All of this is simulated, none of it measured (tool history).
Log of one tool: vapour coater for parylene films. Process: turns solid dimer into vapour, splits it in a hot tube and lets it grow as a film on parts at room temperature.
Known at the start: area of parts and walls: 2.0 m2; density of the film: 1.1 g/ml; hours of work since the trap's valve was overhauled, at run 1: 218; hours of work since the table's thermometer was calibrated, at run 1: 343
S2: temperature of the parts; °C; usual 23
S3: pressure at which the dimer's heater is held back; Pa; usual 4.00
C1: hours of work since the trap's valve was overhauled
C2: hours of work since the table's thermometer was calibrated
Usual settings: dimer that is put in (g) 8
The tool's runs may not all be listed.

{"run": 1, "hour": 0.0, "dimer that is put in (g)": 8, "S2": 23, "S3": 4.0, "C1": 218, "C2": 343, "thickness of the film (nm)": 1580}
{"run": 2, "hour": 11.1, "dimer that is put in (g)": 8, "S2": 23, "S3": 4.0, "C1": 223, "C2": 349, "thickness of the film (nm)": 1570}
{"run": 3, "hour": 28.4, "dimer that is put in (g)": 8, "S2": 23, "S3": 4.0, "C1": 232, "C2": 357, "thickness of the film (nm)": 1540}
{"run": 4, "hour": 47.4, "dimer that is put in (g)": 8, "S2": 23, "S3": 2.95, "C1": 241, "C2": 366, "thickness of the film (nm)": 1610}
{"run": 5, "hour": 67.3, "dimer that is put in (g)": 8, "S2": 34, "S3": 4.0, "C1": 251, "C2": 376, "thickness of the film (nm)": 1170}
{"run": 6, "hour": 77.6, "dimer that is put in (g)": 5, "S2": 34, "S3": 4.0, "C1": 256, "C2": 381, "thickness of the film (nm)": 710}
{"run": 7, "hour": 97.5, "dimer that is put in (g)": 5, "S2": 31, "S3": 9.43, "C1": 266, "C2": 391, "thickness of the film (nm)": 760}
{"hour": 102.9, "done": "trap's valve overhauled"}
{"run": 8, "hour": 115.1, "dimer that is put in (g)": 14, "S2": 28, "S3": 4.0, "C1": 6, "C2": 398, "thickness of the film (nm)": 2330}
{"run": 9, "hour": 127.0, "dimer that is put in (g)": 14, "S2": 28, "S3": 4.0, "C1": 12, "C2": 403, "thickness of the film (nm)": 2390}
{"hour": 141.1, "done": "trap's valve overhauled, once more"}
{"run": 10, "hour": 148.4, "dimer that is put in (g)": 14, "S2": 28, "S3": 4.0, "C1": 4, "C2": 412, "thickness of the film (nm)": 2590}
{"run": 11, "hour": 156.8, "dimer that is put in (g)": 14, "S2": 28, "S3": 4.78, "C1": 8, "C2": 416, "thickness of the film (nm)": 2490}

Hidden state at the last listed run before each entry between runs and at the first one after, where it differs:
Between runs 7 and 8: trap's valve overhauled (hour 102.9)
  vapour lost through the trap's worn valve, %: 5.9 -> 7.2; true temperature of the parts over the reading, C: 0.33 -> 0.34
  measured less the result without the state, thickness of the film (nm): -50 -> -200
Between runs 9 and 10: trap's valve overhauled, once more (hour 141.1)
  vapour lost through the trap's worn valve, %: 7.3 -> 1; true temperature of the parts over the reading, C: 0.34 -> 0.35
  measured less the result without the state, thickness of the film (nm): -210 -> -50

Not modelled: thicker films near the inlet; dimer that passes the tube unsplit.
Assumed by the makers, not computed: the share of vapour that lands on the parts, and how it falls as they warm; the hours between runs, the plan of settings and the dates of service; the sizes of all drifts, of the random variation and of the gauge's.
